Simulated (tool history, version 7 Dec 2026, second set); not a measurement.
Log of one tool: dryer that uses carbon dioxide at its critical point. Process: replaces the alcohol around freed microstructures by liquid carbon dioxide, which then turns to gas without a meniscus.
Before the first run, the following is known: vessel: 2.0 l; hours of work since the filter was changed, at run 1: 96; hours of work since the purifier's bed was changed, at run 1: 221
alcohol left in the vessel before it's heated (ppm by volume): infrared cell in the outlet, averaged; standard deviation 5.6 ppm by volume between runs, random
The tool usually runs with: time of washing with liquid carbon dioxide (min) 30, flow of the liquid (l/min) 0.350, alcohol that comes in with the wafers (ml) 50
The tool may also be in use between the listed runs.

run	hour	time of washing with liquid carbon dioxide (min)	flow of the liquid (l/min)	alcohol that comes in with the wafers (ml)	hours of work since the filter was changed	hours of work since the purifier's bed was changed	alcohol left in the vessel before it's heated (ppm by volume)
1	0.0	30	0.350	50	96	221	294
2	7.8	30	0.350	50	101	225	289
3	12.7	30	0.350	50	104	228	301
4	23.1	30	0.350	50	110	235	287
5	30.3	30	0.350	103	114	239	555
6	36.7	30	0.350	103	118	243	540
7	41.9	30	0.350	103	121	246	557
8	51.1	30	0.350	103	127	251	558
9	60.9	30	0.350	50	132	257	332
10	67.0	30	0.350	50	136	261	330
11	76.1	30	0.350	50	142	266	321
12	86.8	30	0.350	50	148	273	330
13	94.1	30	0.350	50	152	277	343
14	99.1	30	0.350	50	155	280	343
15	110.1	30	0.350	50	162	287	327
16	121.5	30	0.350	50	169	294	354
17	129.7	30	0.350	50	174	298	368
18	140.2	30	0.350	50	180	305	369
19	147.8	30	0.350	50	185	309	376
20	157.3	30	0.350	50	190	315	380
21	162.1	30	0.350	50	193	318	388
22	172.1	30	0.350	50	199	324	384
23	179.4	30	0.350	50	203	328	406
24	189.2	30	0.350	50	209	334	399
25	199.3	36	0.394	39	215	340	161
26	210.7	27	0.350	50	222	347	578
27	219.5	27	0.591	46	227	352	160
28	229.4	30	0.336	50	233	358	494
29	239.3	30	0.516	58	239	364	169
30	245.3	38	0.516	58	243	368	140
31	251.2	38	0.516	58	246	371	137
32	258.5	23	0.350	94	251	376	1781
33	269.0	23	0.350	43	257	382	884
34	275.1	42	0.271	24	261	386	243
35	281.8	42	0.271	24	265	390	242
36	291.9	42	0.271	24	271	396	255
37	302.6	42	0.232	23	277	402	339
38	312.0	42	0.232	23	283	408	351
39	319.0	30	0.245	34	287	412	956
40	330.4	41	0.245	117	294	419	1085
41	341.2	37	0.350	23	300	425	211
42	348.3	22	0.261	117	305	429	5790
43	353.7	22	0.261	117	308	433	5654
44	361.3	22	0.350	50	312	437	1282
45	367.6	22	0.350	50	316	441	1287
46	375.3	22	0.350	50	321	446	1294
47	381.8	33	0.350	67	325	449	500

The logged runs with the hidden state left out (each run's random variation unchanged):
The tool's hidden condition here consists of: flow that reaches the vessel past the clogged filter, %; alcohol in the recycled carbon dioxide, ppm; drift of the gauge itself on alcohol_ppm, %.
run	alcohol left in the vessel before it's heated (ppm by volume)
1	175
2	167
3	172
4	162
5	362
6	342
7	358
8	350
9	179
10	176
11	163
12	167
13	173
14	170
15	156
16	169
17	176
18	170
19	171
20	173
21	175
22	171
23	183
24	171
25	23
26	285
27	22
28	217
29	20
30	8
31	1
32	1032
33	467
34	58
35	51
36	67
37	114
38	114
39	500
40	472
41	27
42	3742
43	3638
44	649
45	645
46	647
47	151

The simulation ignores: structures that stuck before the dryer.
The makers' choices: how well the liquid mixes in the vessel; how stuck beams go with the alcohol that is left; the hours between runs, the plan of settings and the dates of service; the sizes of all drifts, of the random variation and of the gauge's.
